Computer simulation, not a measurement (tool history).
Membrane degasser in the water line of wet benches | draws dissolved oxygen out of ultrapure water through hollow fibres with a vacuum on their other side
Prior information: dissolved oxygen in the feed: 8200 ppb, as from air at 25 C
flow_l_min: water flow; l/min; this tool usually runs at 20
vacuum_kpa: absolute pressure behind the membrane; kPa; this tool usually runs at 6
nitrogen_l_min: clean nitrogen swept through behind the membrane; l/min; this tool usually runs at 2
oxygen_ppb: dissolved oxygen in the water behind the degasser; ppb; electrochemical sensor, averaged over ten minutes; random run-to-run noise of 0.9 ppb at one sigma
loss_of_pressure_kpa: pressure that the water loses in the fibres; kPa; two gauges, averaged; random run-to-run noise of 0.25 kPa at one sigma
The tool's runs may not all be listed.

run 1 hour=0 | flow_l_min=20 vacuum_kpa=6 nitrogen_l_min=2 | oxygen_ppb=90.5 loss_of_pressure_kpa=65.35
run 2 hour=28.3 | flow_l_min=20 vacuum_kpa=6 nitrogen_l_min=2 | oxygen_ppb=91.8 loss_of_pressure_kpa=65.37
run 3 hour=85 | flow_l_min=20 vacuum_kpa=6 nitrogen_l_min=2 | oxygen_ppb=92.2 loss_of_pressure_kpa=66.08
run 4 hour=132.7 | flow_l_min=30 vacuum_kpa=6 nitrogen_l_min=2 | oxygen_ppb=201.2 loss_of_pressure_kpa=98.38
run 5 hour=172.6 | flow_l_min=27 vacuum_kpa=6 nitrogen_l_min=2 | oxygen_ppb=163.1 loss_of_pressure_kpa=88.21
run 6 hour=227.8 | flow_l_min=27 vacuum_kpa=6 nitrogen_l_min=2 | oxygen_ppb=162 loss_of_pressure_kpa=88.2
run 7 hour=269.4 | flow_l_min=27 vacuum_kpa=6 nitrogen_l_min=2 | oxygen_ppb=163.1 loss_of_pressure_kpa=88.37
run 8 hour=335 | flow_l_min=27 vacuum_kpa=6 nitrogen_l_min=2 | oxygen_ppb=164.9 loss_of_pressure_kpa=87.37
run 9 hour=400.4 | flow_l_min=27 vacuum_kpa=6 nitrogen_l_min=2 | oxygen_ppb=165.7 loss_of_pressure_kpa=88.59
run 10 hour=432.3 | flow_l_min=27 vacuum_kpa=6 nitrogen_l_min=2 | oxygen_ppb=164.6 loss_of_pressure_kpa=88.43
run 11 hour=466.1 | flow_l_min=27 vacuum_kpa=6 nitrogen_l_min=2 | oxygen_ppb=162.8 loss_of_pressure_kpa=88.33
run 12 hour=519.6 | flow_l_min=27 vacuum_kpa=6 nitrogen_l_min=2 | oxygen_ppb=166.5 loss_of_pressure_kpa=88.35
run 13 hour=581.7 | flow_l_min=27 vacuum_kpa=6 nitrogen_l_min=2 | oxygen_ppb=164.2 loss_of_pressure_kpa=88.75
run 14 hour=651 | flow_l_min=27 vacuum_kpa=7.73 nitrogen_l_min=2 | oxygen_ppb=222 loss_of_pressure_kpa=88.33
run 15 hour=685.7 | flow_l_min=27 vacuum_kpa=7.73 nitrogen_l_min=2 | oxygen_ppb=217.2 loss_of_pressure_kpa=88.71
run 16 hour=739.7 | flow_l_min=27 vacuum_kpa=7.73 nitrogen_l_min=2 | oxygen_ppb=215.9 loss_of_pressure_kpa=88.22
run 17 hour=801.5 | flow_l_min=27 vacuum_kpa=7.73 nitrogen_l_min=2 | oxygen_ppb=218.3 loss_of_pressure_kpa=88.64
run 18 hour=865.7 | flow_l_min=17 vacuum_kpa=10.01 nitrogen_l_min=0.86 | oxygen_ppb=309.5 loss_of_pressure_kpa=55.42
run 19 hour=909.4 | flow_l_min=17 vacuum_kpa=10.01 nitrogen_l_min=0.86 | oxygen_ppb=317.4 loss_of_pressure_kpa=55.43
run 20 hour=946.8 | flow_l_min=21 vacuum_kpa=9.81 nitrogen_l_min=0.86 | oxygen_ppb=384.3 loss_of_pressure_kpa=69.17
run 21 hour=988.8 | flow_l_min=27 vacuum_kpa=6 nitrogen_l_min=2 | oxygen_ppb=164.5 loss_of_pressure_kpa=88.69
run 22 hour=1049.5 | flow_l_min=27 vacuum_kpa=6 nitrogen_l_min=2 | oxygen_ppb=168.4 loss_of_pressure_kpa=88.75
run 23 hour=1101.3 | flow_l_min=27 vacuum_kpa=5.78 nitrogen_l_min=1.68 | oxygen_ppb=174.5 loss_of_pressure_kpa=88.39
run 24 hour=1169.6 | flow_l_min=24 vacuum_kpa=10.52 nitrogen_l_min=1.68 | oxygen_ppb=288.4 loss_of_pressure_kpa=78.85
run 25 hour=1198.6 | flow_l_min=26 vacuum_kpa=4.07 nitrogen_l_min=1.34 | oxygen_ppb=111.8 loss_of_pressure_kpa=85.53
run 26 hour=1269 | flow_l_min=20 vacuum_kpa=3.73 nitrogen_l_min=1.64 | oxygen_ppb=44.1 loss_of_pressure_kpa=65.79
run 27 hour=1324.8 | flow_l_min=15 vacuum_kpa=6.97 nitrogen_l_min=3.06 | oxygen_ppb=54.5 loss_of_pressure_kpa=49.24

For run 28, what comes out?
run 28 hour=1384.4 | flow_l_min=15 vacuum_kpa=5.24 nitrogen_l_min=2.79 | oxygen_ppb=? loss_of_pressure_kpa=?

oxygen_ppb: 36.1 ppb
loss_of_pressure_kpa: 49.36 kPa
Minus the tool's unlogged condition, the same run would have read oxygen_ppb 31.1 ppb, loss_of_pressure_kpa 48.9 kPa.
